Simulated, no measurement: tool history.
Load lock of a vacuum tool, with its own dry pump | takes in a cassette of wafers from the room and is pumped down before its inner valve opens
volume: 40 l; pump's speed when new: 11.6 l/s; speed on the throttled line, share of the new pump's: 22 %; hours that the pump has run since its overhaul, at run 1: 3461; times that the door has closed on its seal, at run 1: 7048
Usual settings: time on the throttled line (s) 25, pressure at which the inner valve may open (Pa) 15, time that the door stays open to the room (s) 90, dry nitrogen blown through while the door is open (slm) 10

run    hour  time on the throttled line (s)  pressure at which the inner valve may open (Pa)  time that the door stays open to the room (s)  dry nitrogen blown through while the door is open (slm)  hours that the pump has run since its overhaul  times that the door has closed on its seal  incoming humidity of the room's air, %  time from the closed door until the inner valve may open (s)  rise of the pressure with all valves shut (Pa/min)
  1       0                              25                                               15                                             90                                                       10                                            3461                                        7048                                    42.6                                                          50.5                                                0.06
  2    44.2                              25                                               15                                             90                                                       10                                            3505                                        7231                                      44                                                          50.3                                                0.06
  3    97.8                              25                                               15                                            195                                                       10                                            3559                                        7453                                    44.2                                                          50.8                                               0.094
  4   197.5                              25                                               15                                            195                                                       10                                            3658                                        7866                                    43.7                                                          49.7                                               0.096
  5   269.5                              25                                               15                                            195                                                       10                                            3730                                        8165                                    47.9                                                          50.8                                                 0.1
  6   348.8                              25                                               15                                            195                                                       10                                            3810                                        8493                                    44.5                                                          50.5                                               0.093
  7   410.4                              25                                               15                                             31                                                       10                                            3871                                        8748                                    46.2                                                            50                                                0.03
  8   469.7                              25                                               15                                             31                                                       10                                            3930                                        8994                                    45.7                                                          50.3                                               0.035
  9   555.7                              25                                               15                                             90                                                        9                                            4016                                        9350                                    45.3                                                          49.8                                                0.06
 10   656.3                              25                                               15                                             90                                                       26                                            4117                                        9767                                    47.4                                                          49.4                                               0.046
 11   702.5                              25                                               15                                             90                                                       10                                            4163                                        9958                                    49.9                                                          49.4                                               0.064
 12   811.4                              25                                               15                                             90                                                       10                                            4272                                       10410                                    45.2                                                          49.9                                                0.06
 13   917.5                              25                                               15                                             90                                                       10                                            4378                                       10849                                    45.3                                                          50.1                                               0.059
 14     983                              25                                               15                                             90                                                       10                                            4444                                       11120                                    44.5                                                          50.3                                               0.057
 15  1064.8                              25                                               15                                             90                                                       10                                            4526                                       11459                                    47.2                                                          49.9                                               0.064
 16  1152.2                              25                                               15                                             90                                                       10                                            4613                                       11821                                    43.8                                                          49.7                                                0.05
 17  1257.8                              25                                               15                                             70                                                       10                                            4719                                       12259                                    46.8                                                            50                                               0.052
 18  1351.8                              25                                               15                                             90                                                       10                                            4813                                       12648                                      44                                                          50.2                                               0.059
 19  1432.1                              25                                               15                                             90                                                       10                                            4893                                       12981                                    43.3                                                          49.9                                               0.057

Forecast run 20:
 20  1487.9                              25                                               15                                             90                                                        7                                            4949                                       13212                                    45.3                                                             ?                                                   ?

Run 20 gave time from the closed door until the inner valve may open (s) 50.4, rise of the pressure with all valves shut (Pa/min) 0.064.
Without the tool's hidden state the same run would have given time from the closed door until the inner valve may open (s) 50.4, rise of the pressure with all valves shut (Pa/min) 0.064.

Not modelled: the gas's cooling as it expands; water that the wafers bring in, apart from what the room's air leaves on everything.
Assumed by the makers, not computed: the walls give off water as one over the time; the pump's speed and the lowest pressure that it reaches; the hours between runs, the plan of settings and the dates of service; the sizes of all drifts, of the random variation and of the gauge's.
